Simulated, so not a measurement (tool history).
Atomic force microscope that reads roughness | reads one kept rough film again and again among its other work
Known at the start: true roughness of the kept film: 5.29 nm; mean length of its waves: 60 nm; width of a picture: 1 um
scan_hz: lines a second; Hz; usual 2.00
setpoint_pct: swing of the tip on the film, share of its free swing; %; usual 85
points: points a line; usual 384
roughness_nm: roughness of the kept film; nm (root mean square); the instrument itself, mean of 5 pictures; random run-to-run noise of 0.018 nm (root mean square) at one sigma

run,hour,scan_hz,setpoint_pct,points,roughness_nm
1,0.0,2.00,85,384,4.121
2,21.7,2.00,76,384,4.301
3,46.4,2.97,85,384,3.768
4,70.0,2.97,85,384,4.030
5,95.3,2.00,85,384,4.270
6,124.3,0.98,85,384,4.511
7,151.8,0.98,85,384,4.455
8,167.6,0.98,85,384,4.439
9,185.1,0.98,85,384,4.387
10,216.8,0.98,85,384,4.327
11,241.6,2.00,85,384,4.281
12,264.0,2.00,85,384,4.249
13,292.5,2.06,85,384,4.146
14,326.3,2.06,85,384,4.050
15,356.3,2.06,85,384,3.994
16,385.2,2.06,85,384,4.335
17,404.5,2.06,85,384,4.255
18,423.8,2.06,85,384,4.189
19,443.0,0.94,85,384,4.579
20,469.7,0.94,85,384,4.502
21,489.5,0.94,85,384,4.413
22,509.3,0.94,85,384,4.360
23,543.6,2.00,85,384,4.310
24,565.4,2.00,70,384,4.669
25,597.3,2.00,70,384,4.547
26,612.1,2.00,85,384,4.162
27,627.7,2.00,85,384,4.108
28,650.0,2.00,75,384,4.309
29,667.8,1.19,89,463,4.220
30,695.5,0.95,77,500,4.855
31,711.5,0.90,74,748,4.870
32,738.8,1.13,71,544,4.746
33,767.5,1.13,71,544,4.637
34,800.0,2.00,85,674,4.074
35,819.6,2.00,85,674,4.020
36,844.2,1.23,60,384,4.535
37,866.6,2.41,85,600,4.179
38,886.0,2.00,84,384,4.288
39,908.1,1.92,84,803,4.272
40,925.5,1.92,84,803,4.227
41,956.5,1.92,84,803,4.138
42,987.1,1.92,84,803,4.072
43,1004.2,0.81,77,258,4.868
44,1028.2,0.81,77,258,4.775
45,1055.9,0.81,85,261,4.644
46,1073.1,1.16,69,437,4.744
47,1091.2,0.91,72,380,4.682
48,1116.0,0.91,72,380,4.614
49,1142.3,0.91,62,334,4.631
50,1171.0,2.00,86,606,4.250
51,1190.3,2.00,86,606,4.247
52,1222.9,2.00,64,861,4.717
53,1255.2,2.00,61,445,4.648

Not shown: 8 entries that the log had between the listed runs. Between which runs, and how does the tool's hidden state differ before and after?
Runs 3 to 4: new tip fitted (hour 68.8)
  radius of the tip, nm: 20.3 -> 7.5; height scale over the true one, %: 0.42 -> 0.44
  measured result minus the result with no hidden state, roughness_nm: -0.264 -> +0.007 nm (root mean square)
Runs 10 to 11: new tip fitted (hour 224.1)
  radius of the tip, nm: 22.7 -> 9.2; height scale over the true one, %: 0.56 -> 0.58
  measured result minus the result with no hidden state, roughness_nm: -0.353 -> -0.027 nm (root mean square)
Runs 15 to 16: new tip fitted (hour 379.1)
  radius of the tip, nm: 21.3 -> 7.9; height scale over the true one, %: 0.67 -> 0.7
  measured result minus the result with no hidden state, roughness_nm: -0.291 -> +0.009 nm (root mean square)
Runs 22 to 23: new tip fitted (hour 535.9)
  radius of the tip, nm: 21.3 -> 8.3; height scale over the true one, %: 0.8 -> 0.83
  measured result minus the result with no hidden state, roughness_nm: -0.310 -> +0.005 nm (root mean square)
Runs 29 to 30: new tip fitted (hour 692.3)
  radius of the tip, nm: 21.9 -> 8; height scale over the true one, %: 0.94 -> 0.96
  measured result minus the result with no hidden state, roughness_nm: -0.309 -> +0.018 nm (root mean square)
Runs 36 to 37: new tip fitted (hour 846.8)
  radius of the tip, nm: 24.1 -> 9.2; height scale over the true one, %: 1.09 -> 1.11
  measured result minus the result with no hidden state, roughness_nm: -0.379 -> -0.005 nm (root mean square)
Runs 42 to 43: new tip fitted (hour 1004.0)
  radius of the tip, nm: 22.2 -> 7.3; height scale over the true one, %: 1.21 -> 1.22
  measured result minus the result with no hidden state, roughness_nm: -0.293 -> +0.051 nm (root mean square)
Runs 49 to 50: new tip fitted (hour 1160.0)
  radius of the tip, nm: 22.3 -> 8.9; height scale over the true one, %: 1.34 -> 1.37
  measured result minus the result with no hidden state, roughness_nm: -0.330 -> +0.014 nm (root mean square)

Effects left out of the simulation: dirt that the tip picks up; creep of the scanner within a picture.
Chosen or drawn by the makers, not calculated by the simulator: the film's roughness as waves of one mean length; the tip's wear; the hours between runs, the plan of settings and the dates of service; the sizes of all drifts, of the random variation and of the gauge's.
